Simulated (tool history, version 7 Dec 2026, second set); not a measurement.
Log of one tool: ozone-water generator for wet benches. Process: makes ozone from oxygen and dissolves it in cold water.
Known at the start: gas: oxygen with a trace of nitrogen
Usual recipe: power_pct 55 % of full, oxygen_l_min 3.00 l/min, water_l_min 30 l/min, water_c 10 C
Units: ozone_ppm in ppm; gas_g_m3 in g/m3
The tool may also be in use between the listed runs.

Run 1, day 0.000: usual settings. Result: ozone_ppm 10.7 ppm, gas_g_m3 178.0 g/m3.
Run 2, day 1.400: usual settings. Result: ozone_ppm 11.0 ppm, gas_g_m3 176.8 g/m3.
Run 3, day 3.029: usual settings but water_l_min 23 l/min. Result: ozone_ppm 14.5 ppm, gas_g_m3 177.2 g/m3.
Run 4, day 4.608: usual settings. Result: ozone_ppm 10.9 ppm, gas_g_m3 177.9 g/m3.
Run 5, day 6.033: usual settings but oxygen_l_min 4.95 l/min. Result: ozone_ppm 11.7 ppm, gas_g_m3 129.6 g/m3.
Run 6, day 7.750: usual settings but water_l_min 46 l/min. Result: ozone_ppm 6.6 ppm, gas_g_m3 176.7 g/m3.
Run 7, day 9.300: usual settings but oxygen_l_min 2.41 l/min, water_l_min 46 l/min. Result: ozone_ppm 6.2 ppm, gas_g_m3 204.5 g/m3.
Run 8, day 11.496: usual settings but power_pct 67 % of full. Result: ozone_ppm 12.7 ppm, gas_g_m3 204.4 g/m3.
Run 9, day 14.833: usual settings but power_pct 67 % of full. Result: ozone_ppm 12.5 ppm, gas_g_m3 205.1 g/m3.
At day 15.188: contactor cleaned.
Run 10, day 16.917: usual settings but oxygen_l_min 2.11 l/min. Result: ozone_ppm 10.1 ppm, gas_g_m3 219.9 g/m3.
Run 11, day 19.571: usual settings. Result: ozone_ppm 10.9 ppm, gas_g_m3 176.3 g/m3.
Run 12, day 21.454: usual settings but oxygen_l_min 2.74 l/min. Result: ozone_ppm 10.6 ppm, gas_g_m3 187.8 g/m3.
Run 13, day 24.192: usual settings but water_c 8 C. Result: ozone_ppm 10.9 ppm, gas_g_m3 176.4 g/m3.
Run 14, day 26.512: usual settings but water_c 8 C. Result: ozone_ppm 11.0 ppm, gas_g_m3 176.9 g/m3.
Run 15, day 27.946: usual settings but water_c 8 C. Result: ozone_ppm 11.1 ppm, gas_g_m3 176.1 g/m3.
At day 31.038: contactor cleaned, once more.
Run 16, day 31.038: usual settings but water_l_min 21 l/min. Result: ozone_ppm 15.8 ppm, gas_g_m3 176.3 g/m3.
Run 17, day 32.746: usual settings but power_pct 52 % of full, oxygen_l_min 1.75 l/min, water_l_min 21 l/min. Result: ozone_ppm 14.1 ppm, gas_g_m3 235.5 g/m3.
Run 18, day 34.383: usual settings but power_pct 41 % of full, water_c 15 C. Result: ozone_ppm 8.4 ppm, gas_g_m3 139.0 g/m3.
Run 19, day 36.392: usual settings but power_pct 58 % of full, water_c 12 C. Result: ozone_ppm 11.4 ppm, gas_g_m3 184.5 g/m3.
Run 20, day 39.358: usual settings but power_pct 58 % of full, water_c 12 C. Result: ozone_ppm 11.3 ppm, gas_g_m3 184.4 g/m3.
Run 21, day 41.329: usual settings but oxygen_l_min 4.52 l/min, water_l_min 24 l/min. Result: ozone_ppm 14.5 ppm, gas_g_m3 135.6 g/m3.
Run 22, day 43.471: usual settings but oxygen_l_min 2.43 l/min, water_c 11 C. Result: ozone_ppm 10.5 ppm, gas_g_m3 200.8 g/m3.
Run 23, day 46.267: usual settings but oxygen_l_min 2.98 l/min, water_l_min 36 l/min. Result: ozone_ppm 8.9 ppm, gas_g_m3 176.4 g/m3.
Run 24, day 49.675: usual settings but oxygen_l_min 2.98 l/min, water_l_min 36 l/min. Result: ozone_ppm 8.8 ppm, gas_g_m3 175.9 g/m3.
Run 25, day 52.854: usual settings but power_pct 62 % of full, oxygen_l_min 2.98 l/min, water_l_min 31 l/min, water_c 13 C. Result: ozone_ppm 11.2 ppm, gas_g_m3 193.6 g/m3.
Run 26, day 56.138: usual settings but power_pct 62 % of full, oxygen_l_min 2.98 l/min, water_l_min 31 l/min, water_c 13 C. Result: ozone_ppm 11.1 ppm, gas_g_m3 192.8 g/m3.
Run 27, day 59.246: usual settings but power_pct 62 % of full, oxygen_l_min 2.98 l/min, water_l_min 31 l/min, water_c 13 C. Result: ozone_ppm 11.1 ppm, gas_g_m3 193.2 g/m3.
At day 60.712: water thermometer calibrated.
Run 28, day 61.683: usual settings but power_pct 62 % of full, oxygen_l_min 2.98 l/min, water_l_min 31 l/min, water_c 13 C. Result: ozone_ppm 11.2 ppm, gas_g_m3 190.5 g/m3.
Run 29, day 64.646: usual settings but power_pct 62 % of full, oxygen_l_min 2.98 l/min, water_l_min 40 l/min, water_c 13 C. Result: ozone_ppm 8.4 ppm, gas_g_m3 191.7 g/m3.
Run 30, day 67.950: usual settings but power_pct 62 % of full, oxygen_l_min 2.30 l/min, water_l_min 40 l/min, water_c 12 C. Result: ozone_ppm 7.9 ppm, gas_g_m3 225.4 g/m3.
Run 31, day 70.225: usual settings but power_pct 62 % of full, oxygen_l_min 2.30 l/min, water_l_min 40 l/min, water_c 12 C. Result: ozone_ppm 8.1 ppm, gas_g_m3 228.3 g/m3.
Run 32, day 73.558: usual settings but power_pct 62 % of full, oxygen_l_min 2.10 l/min, water_l_min 40 l/min, water_c 12 C. Result: ozone_ppm 7.7 ppm, gas_g_m3 240.4 g/m3.

Below, each run's measurement less what the same run would have read without the hidden state. Both values contain the same run-to-run variation, but the gauge's scatter may not be the same in both:
What the log doesn't record here: yield of the discharge, % of new electrodes'; contactor's efficiency, % of a clean one's; true water temperature over the reading, C; drift of the gauge itself on ozone_ppm, %; drift of the gauge itself on gas_g_m3, %.
run  gas_g_m3
  1      +0.2
  2      +0.1
  3      +0.1
  4      +0.0
  5      +0.0
  6      -0.2
  7      -0.3
  8      -0.4
  9      -0.6
 10      -0.7
 11      -0.7
 12      -0.8
 13      -0.9
 14      -1.0
 15      -1.0
 16      -1.2
 17      -1.6
 18      -0.8
 19      -1.6
 20      -1.7
 21      -1.3
 22      -2.0
 23      -1.8
 24      -2.0
 25      -2.6
 26      -2.8
 27      -2.9
 28      -3.1
 29      -3.2
 30      -4.0
 31      -4.2
 32      -4.7
ozone_ppm: differs from the measured result by no more than 0.3 ppm in any run.

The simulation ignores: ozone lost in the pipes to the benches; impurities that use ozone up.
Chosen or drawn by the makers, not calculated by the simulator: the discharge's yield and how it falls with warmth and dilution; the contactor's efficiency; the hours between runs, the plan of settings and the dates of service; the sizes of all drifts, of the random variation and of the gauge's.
